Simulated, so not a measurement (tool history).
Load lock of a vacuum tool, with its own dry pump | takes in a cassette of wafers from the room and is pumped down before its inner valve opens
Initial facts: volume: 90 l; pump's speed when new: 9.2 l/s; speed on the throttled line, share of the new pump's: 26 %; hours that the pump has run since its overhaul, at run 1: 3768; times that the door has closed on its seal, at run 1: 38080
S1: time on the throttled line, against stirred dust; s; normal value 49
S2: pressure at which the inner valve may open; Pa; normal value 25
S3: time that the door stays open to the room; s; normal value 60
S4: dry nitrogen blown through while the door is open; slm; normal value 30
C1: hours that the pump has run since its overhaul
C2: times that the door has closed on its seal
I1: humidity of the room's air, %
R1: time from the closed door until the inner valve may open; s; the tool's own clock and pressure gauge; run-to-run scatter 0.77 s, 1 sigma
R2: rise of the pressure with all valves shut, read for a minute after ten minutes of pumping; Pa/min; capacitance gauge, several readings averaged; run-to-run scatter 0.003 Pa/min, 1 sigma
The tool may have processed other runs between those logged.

run      day  S1  S2   S3  S4    C1     C2    I1     R1     R2
  1    0.000  49  25   60  30  3768  38080  46.9  119.8  0.253
  2    4.254  97  25   60  30  3871  38483  48.0  154.3  0.260
  3    7.617  49  25   60  30  3951  38802  46.3  117.9  0.248
  4   13.421  49  25   60  30  4091  39353  47.5  120.2  0.263
  5   19.104  49  25   60  30  4227  39893  43.4  118.6  0.265
  6   23.562  49  25   60  30  4334  40316  48.4  120.2  0.274
  7   28.517  49  25   60  30  4453  40786  46.1  118.1  0.274
  8   32.238  49  27   60  30  4542  41139  47.8  118.0  0.281
  9   35.358  49  27   60  30  4617  41436  47.0  119.3  0.272
 10   38.604  49  25   60  30  4695  41744  44.7  119.8  0.281
 11   44.308  49  25  156  30  4832  42285  45.9  118.7  0.310
 12   47.612  49  25  156  30  4911  42599  41.9  118.3  0.315
 13   53.596  49  25  156  30  5055  43167  41.5  119.7  0.310
 14   58.683  49  25  156  30  5177  43649  44.0  119.2  0.324
 15   62.083  49  25  156  30  5258  43972  46.2  119.2  0.322
 16   67.538  49  25  156  30  5389  44490  45.0  120.3  0.330
 17   73.454  49  31   60  30  5531  45051  46.5  116.9  0.320
 18   78.754  49  31  102  30  5659  45554  42.9  118.3  0.326
 19   83.875  49  31  102  30  5781  46040  47.8  119.2  0.328
 20   87.196  49  31  102  30  5861  46356  45.9  116.9  0.340
 21   90.996  49  31  102  30  5952  46716  45.7  116.9  0.343
 22   95.383  42  25   60  10  6058  47133  44.5  113.7  0.350
 23   99.362  50  28   60   9  6153  47510  40.4  120.1  0.356
 24  104.975  50  20   60   4  6288  48043  40.6  122.4  0.364
 25  108.983  27  25  203  30  6384  48424  42.6  104.0  0.382
 26  112.850  27  25  203  30  6477  48790  42.8  103.7  0.377
 27  116.292  27  25  203  30  6559  49117  42.9  103.2  0.380
 28  122.308  89  25   40  10  6704  49688  47.8  150.7  0.366
 29  125.854  46  25   40  10  6789  50025  43.5  117.6  0.374
 30  131.758  46  25   40  24  6931  50585  41.5  118.5  0.369
 31  136.138  49  25   47  27  7036  51001  49.3  120.2  0.380
 32  140.000  49  25   47  27  7128  51368  39.3  120.9  0.382
 33  145.662  49  44   60  30  7264  51905  42.9  114.2  0.398
 34  151.333  52  19   60  30  7400  52443  49.2  125.9  0.390
 35  154.438  35  25   60  30  7475  52738  47.6  109.8  0.401
 36  158.979  49  25   25  30  7584  53169  43.9  122.2  0.388

Here are 4 independent what-if runs from the current tool condition. What would each one return?
  A  165.042  49  26  205  32  7729  53744  48.3   ?   ?
  B  165.042  97  25  185  41  7729  53744  46.2   ?   ?
  C  165.042  49  47   25   7  7729  53744  45.6   ?   ?
  D  165.042  40  25   60  30  7729  53744  48.8   ?   ?

run     R1     R2
  A  120.5  0.436
  B  155.4  0.420
  C  112.8  0.409
  D  114.2  0.412
Without the tool's hidden state the same runs would have given:
run     R1     R2
  A  118.3  0.055
  B  153.4  0.037
  C  110.8  0.023
  D  111.9  0.028

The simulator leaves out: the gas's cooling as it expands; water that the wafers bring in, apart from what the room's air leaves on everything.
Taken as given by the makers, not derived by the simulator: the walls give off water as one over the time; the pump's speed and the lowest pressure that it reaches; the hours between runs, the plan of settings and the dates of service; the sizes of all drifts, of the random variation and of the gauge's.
